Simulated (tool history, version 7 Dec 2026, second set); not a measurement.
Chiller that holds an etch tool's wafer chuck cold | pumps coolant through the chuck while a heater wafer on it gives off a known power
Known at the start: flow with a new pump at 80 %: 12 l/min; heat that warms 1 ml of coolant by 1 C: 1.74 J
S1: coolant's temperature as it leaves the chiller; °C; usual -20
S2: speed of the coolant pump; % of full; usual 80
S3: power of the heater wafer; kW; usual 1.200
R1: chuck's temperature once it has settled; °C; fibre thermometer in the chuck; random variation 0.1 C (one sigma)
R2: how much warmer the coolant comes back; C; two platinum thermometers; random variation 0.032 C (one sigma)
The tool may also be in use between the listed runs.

run,hour,S1,S2,S3,R1,R2
1,0.0,-20,80,1.200,-6.1,3.46
2,50.5,-20,80,0.615,-12.8,1.78
3,97.5,-20,80,0.615,-12.9,1.77
4,133.3,-20,80,1.200,-6.2,3.51
5,212.6,-20,80,1.200,-5.9,3.46
6,289.9,-20,80,1.200,-6.0,3.52
7,368.6,-20,80,1.200,-5.9,3.46
8,404.0,-20,80,1.200,-6.0,3.51
9,465.9,-20,97,1.200,-7.2,2.86
10,549.1,-20,97,1.200,-7.4,2.83
11,607.5,-16,61,1.155,0.1,4.50
12,675.9,-18,86,0.787,-9.1,2.15
13,747.7,-29,98,0.787,-20.8,1.89
14,785.6,-17,80,0.785,-7.8,2.33
15,822.2,-17,80,0.939,-5.9,2.72
16,888.0,-17,80,0.939,-6.0,2.73
17,956.5,-15,80,1.200,-1.0,3.55
18,1023.1,-15,80,1.582,3.9,4.68
19,1067.4,-15,80,1.582,3.8,4.63

5 ways to go on from here, each from the tool as it stands after run 19. What would each give?
A,1130.0,-27,66,1.497,?,?
B,1130.0,-15,88,0.725,?,?
C,1130.0,-15,62,1.582,?,?
D,1130.0,-16,71,1.712,?,?
E,1130.0,-20,86,0.638,?,?

run,R1,R2
A,-6.9,5.38
B,-6.9,1.95
C,7.0,6.08
D,6.0,5.69
E,-12.8,1.72
Without the tool's hidden state the same runs would have given:
run,R1,R2
A,-8.6,5.25
B,-7.5,1.90
C,5.1,5.93
D,4.1,5.55
E,-13.4,1.68

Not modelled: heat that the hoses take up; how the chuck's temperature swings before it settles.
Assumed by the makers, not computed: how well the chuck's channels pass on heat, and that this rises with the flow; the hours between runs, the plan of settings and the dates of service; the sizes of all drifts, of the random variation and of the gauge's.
